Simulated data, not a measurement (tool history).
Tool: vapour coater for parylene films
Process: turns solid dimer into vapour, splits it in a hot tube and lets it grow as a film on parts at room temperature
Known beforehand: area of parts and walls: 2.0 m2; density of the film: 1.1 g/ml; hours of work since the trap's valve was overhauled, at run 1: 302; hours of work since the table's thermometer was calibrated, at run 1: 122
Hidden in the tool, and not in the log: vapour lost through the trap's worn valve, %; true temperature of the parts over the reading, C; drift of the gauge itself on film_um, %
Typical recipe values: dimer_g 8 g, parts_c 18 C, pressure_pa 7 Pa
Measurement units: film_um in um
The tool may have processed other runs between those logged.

run     day  dimer_g  parts_c  pressure_pa  hours of work since the trap's valve was overhauled  hours of work since the table's thermometer was calibrated  film_um
  1       0        8       18            7                                                  302                                                         122     1.86
  2   0.758        5       18            7                                                  310                                                         130     1.08
  3   2.096       10       18            7                                                  323                                                         144     2.23
  4   3.446       10       18            7                                                  337                                                         157     2.26
  5     4.1       10       18            7                                                  344                                                         164      2.3
      5.162  -- trap's valve overhauled
  6   5.667        8       18            7                                                    5                                                         178     1.99
  7   6.912        8       18            7                                                   18                                                         191     1.99
  8   7.854        8       12            7                                                   27                                                         201     2.34
  9   9.079        8       12            7                                                   40                                                         213     2.37
 10   9.992        8       12            7                                                   49                                                         222     2.33
 11  11.246        8       18            7                                                   62                                                         235     1.97
 12  12.267        8       18            7                                                   72                                                         245     1.99
 13  12.883        8       14            7                                                   79                                                         252     2.21
 14  13.812        8       14            7                                                   88                                                         261     2.15
 15   14.85        8       18        10.46                                                   99                                                         272     1.83
 16  16.079        8       18        10.46                                                  111                                                         284     1.83
 17  16.842        8       18        10.46                                                  119                                                         292     1.81
 18  18.129        6       11          7.4                                                  132                                                         305     1.79
 19  18.725       11       18         9.69                                                  138                                                         311     2.54
 20    19.7        3       18         9.69                                                  148                                                         321     0.71
 21  20.796        7       13         9.69                                                  159                                                         332     1.84
 22  22.038        7       13         9.69                                                  172                                                         345     1.86
 23   22.75        8       18         3.42                                                  179                                                         352     2.17
 24  23.583        8       18         3.42                                                  188                                                         361      2.1

What if the next run were any one of these 5? Each begins from the tool's condition after run 24:
  A  24.196        8       18         6.65                                                  194                                                         367        ?
  B  24.196        8       18         2.98                                                  194                                                         367        ?
  C  24.196        8       21          7.7                                                  194                                                         367        ?
  D  24.196        6       29         4.38                                                  194                                                         367        ?
  E  24.196        7       18         9.36                                                  194                                                         367        ?

run  film_um
  A     1.93
  B     2.13
  C     1.72
  D     1.11
  E     1.62
Had the tool no hidden state, the same runs would have come out as:
run  film_um
  A     2.02
  B     2.23
  C      1.8
  D     1.17
  E      1.7
